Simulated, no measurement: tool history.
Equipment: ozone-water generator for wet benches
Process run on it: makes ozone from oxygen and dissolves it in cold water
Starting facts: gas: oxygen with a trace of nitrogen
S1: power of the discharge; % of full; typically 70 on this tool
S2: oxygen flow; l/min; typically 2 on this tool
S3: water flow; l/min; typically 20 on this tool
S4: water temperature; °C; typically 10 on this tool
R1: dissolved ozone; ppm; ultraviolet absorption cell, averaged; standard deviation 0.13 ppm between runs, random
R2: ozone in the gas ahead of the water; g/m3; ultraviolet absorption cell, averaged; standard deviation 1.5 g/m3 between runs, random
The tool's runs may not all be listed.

run	day	S1	S2	S3	S4	R1	R2
1	0	70	2	20	10	12.2	243.2
2	4.246	70	2	20	10	12.4	243.9
3	8.262	70	2.36	20	10	12.9	224.7
# day 12.588: water thermometer calibrated
4	14.521	70	3.22	20	10	14.1	193.2
# day 19.175: contactor cleaned
5	20.362	70	3.22	20	10	14.9	190.9
6	27.246	70	3.22	20	10	14.8	189.2
7	32.942	70	3.22	20	10	14.7	190.1
8	37.85	70	3.22	20	10	14.5	190.2
9	42.004	70	3.22	20	10	14.4	188.8
10	46.996	70	3.22	20	10	14.6	188.3
11	51.212	70	3.22	20	10	14.5	186.6
12	57.846	70	3.22	20	10	14.3	189.5
13	64.475	70	3.22	20	10	14	186.9
14	69.383	70	3.22	20	10	14.1	184.9
15	75.042	70	3.22	20	10	13.8	185.8
16	82.062	70	2	20	10	12.4	234.4
17	88.933	70	2	20	10	12.2	231.9
18	91.879	44	2.89	20	10	9.8	140.8
19	95.117	44	3.08	20	7	10.1	134.9
20	100.712	44	3.08	27	7	6.9	134.2
21	105.688	41	2.36	20	10	8.7	145.3
22	111.358	41	2.36	20	10	8.7	146.2
23	115.296	41	2.36	20	10	8.8	146.3
24	118.842	72	2.24	15	10	17.6	220.9
25	122.512	46	2.24	15	6	13.5	160.2
26	128.425	70	3.1	20	10	13.2	183
27	135.342	58	2.24	18	9	12.3	188.6
28	142.142	58	2.24	18	9	12.1	186.8
29	145.158	55	1.58	19	17	9.4	214.5
30	150.196	70	2.95	15	13	17.1	184.6
31	154.271	70	2.95	15	13	17.2	183.6
32	160.067	46	2.44	20	10	9.3	151.6
# day 163.588: water thermometer calibrated
33	165.892	70	1.52	20	12	10.3	256.1

Forecast each of these 4 alternatives for the next run:
A	172.642	52	2	20	9	?	?
B	172.642	70	2	24	10	?	?
C	172.642	74	2.95	20	6	?	?
D	172.642	70	1.52	23	12	?	?

run	R1	R2
A	9.4	181.9
B	9	220.9
C	13.4	187.9
D	8.6	254.3
With no hidden state in the tool, these same runs would have given:
run	R1	R2
A	11.8	218.1
B	12	279.3
C	17.9	239.7
D	11.4	321.4
